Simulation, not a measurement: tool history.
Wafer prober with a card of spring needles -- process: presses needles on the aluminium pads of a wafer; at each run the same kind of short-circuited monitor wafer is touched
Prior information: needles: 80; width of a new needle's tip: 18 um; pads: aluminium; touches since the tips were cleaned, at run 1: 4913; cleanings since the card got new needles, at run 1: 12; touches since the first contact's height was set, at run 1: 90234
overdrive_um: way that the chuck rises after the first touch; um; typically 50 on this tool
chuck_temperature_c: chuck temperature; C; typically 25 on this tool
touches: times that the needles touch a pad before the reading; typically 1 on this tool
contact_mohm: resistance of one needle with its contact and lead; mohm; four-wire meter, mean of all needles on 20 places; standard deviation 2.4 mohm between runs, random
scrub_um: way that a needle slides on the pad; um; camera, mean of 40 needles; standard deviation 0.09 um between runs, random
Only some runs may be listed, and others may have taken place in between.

run,hour,overdrive_um,chuck_temperature_c,touches,touches since the tips were cleaned,cleanings since the card got new needles,touches since the first contact's height was set,contact_mohm,scrub_um
1,0.0,50,25,1,4913,12,90234,280,9.56
# hour 3.9: tips cleaned on abrasive film
2,6.0,50,25,1,743,13,92309,276,9.54
3,11.8,50,25,1,2807,13,94373,277,9.55
4,20.1,50,25,1,5698,13,97264,279,9.67
# hour 22.4: tips cleaned on abrasive film
5,24.4,50,25,1,707,14,98766,279,9.40
6,29.3,50,41,1,2437,14,100496,291,9.75
7,37.5,50,41,1,5313,14,103372,284,9.51
# hour 40.5: tips cleaned on abrasive film
8,45.7,50,42,1,1831,15,106236,284,9.70
9,53.0,50,25,1,4390,15,108795,283,9.73
# hour 58.9: tips cleaned on abrasive film
10,59.0,50,25,1,40,16,110880,276,9.61
11,66.3,50,107,1,2600,16,113440,307,9.52
# hour 76.7: tips cleaned on abrasive film
12,76.9,50,107,1,58,17,117147,308,9.53
13,86.4,50,107,1,3404,17,120493,309,9.52
14,91.0,50,107,1,5009,17,122098,307,9.53
# hour 94.9: tips cleaned on abrasive film
15,97.7,50,25,1,982,18,124443,279,9.58
16,106.9,50,25,1,4211,18,127672,283,9.70
17,111.8,50,25,1,5955,18,129416,276,9.60
# hour 112.6: tips cleaned on abrasive film
18,119.0,50,25,2,2222,19,131883,280,9.64
19,128.3,39,37,3,5514,19,135175,289,7.57
# hour 130.6: tips cleaned on abrasive film
20,138.5,64,41,1,2783,20,138744,280,12.40
21,146.2,64,41,1,5485,20,141446,284,12.37
# hour 148.9: tips cleaned on abrasive film
22,156.6,57,41,2,2711,21,145064,283,11.03
23,162.5,57,41,2,4786,21,147139,278,10.91
# hour 167.1: tips cleaned on abrasive film
24,169.3,57,41,2,800,22,149517,279,10.81
25,176.2,57,41,2,3239,22,151956,283,10.82
26,183.6,57,37,1,5825,22,154542,277,10.90
# hour 185.1: tips cleaned on abrasive film
27,190.1,57,37,1,1775,23,156809,281,10.88
28,199.9,57,37,1,5206,23,160240,280,10.86
# hour 203.2: tips cleaned on abrasive film
29,208.6,32,25,1,1903,24,163277,288,6.07
30,217.8,43,110,1,5131,24,166505,310,8.18
# hour 221.3: tips cleaned on abrasive film
31,223.2,43,120,1,682,25,168393,314,8.22
32,227.6,34,25,2,2231,25,169942,291,6.50
33,237.4,50,25,2,5670,25,173381,280,9.75
# hour 239.1: tips cleaned on abrasive film
34,243.0,50,25,2,1369,26,175327,279,9.53
35,248.9,50,65,2,3441,26,177399,289,9.70

Take each entry between the runs: how does the hidden state at the last listed run before it differ from the hidden state at the first listed run after it?
From run 1 to run 2: tips cleaned on abrasive film (hour 3.9)
  debris on the tips, nm: 0.2 -> 0.1
From run 4 to run 5: tips cleaned on abrasive film (hour 22.4)
  debris on the tips, nm: 0.3 -> 0.1
From run 7 to run 8: tips cleaned on abrasive film (hour 40.5)
  debris on the tips, nm: 0.3 -> 0.2
From run 9 to run 10: tips cleaned on abrasive film (hour 58.9)
  debris on the tips, nm: 0.2 -> 0
From run 11 to run 12: tips cleaned on abrasive film (hour 76.7)
  debris on the tips, nm: 0.2 -> 0
From run 14 to run 15: tips cleaned on abrasive film (hour 94.9)
  debris on the tips, nm: 0.2 -> 0.1
From run 17 to run 18: tips cleaned on abrasive film (hour 112.6)
  debris on the tips, nm: 0.3 -> 0.2
From run 19 to run 20: tips cleaned on abrasive film (hour 130.6)
  debris on the tips, nm: 0.3 -> 0.2
From run 21 to run 22: tips cleaned on abrasive film (hour 148.9)
  debris on the tips, nm: 0.3 -> 0.2
From run 23 to run 24: tips cleaned on abrasive film (hour 167.1)
  debris on the tips, nm: 0.2 -> 0.1
From run 26 to run 27: tips cleaned on abrasive film (hour 185.1)
  debris on the tips, nm: 0.3 -> 0.2
From run 28 to run 29: tips cleaned on abrasive film (hour 203.2)
  both runs share identical hidden conditions
From run 30 to run 31: tips cleaned on abrasive film (hour 221.3)
  debris on the tips, nm: 0.3 -> 0.1
From run 33 to run 34: tips cleaned on abrasive film (hour 239.1)
  debris on the tips, nm: 0.3 -> 0.1

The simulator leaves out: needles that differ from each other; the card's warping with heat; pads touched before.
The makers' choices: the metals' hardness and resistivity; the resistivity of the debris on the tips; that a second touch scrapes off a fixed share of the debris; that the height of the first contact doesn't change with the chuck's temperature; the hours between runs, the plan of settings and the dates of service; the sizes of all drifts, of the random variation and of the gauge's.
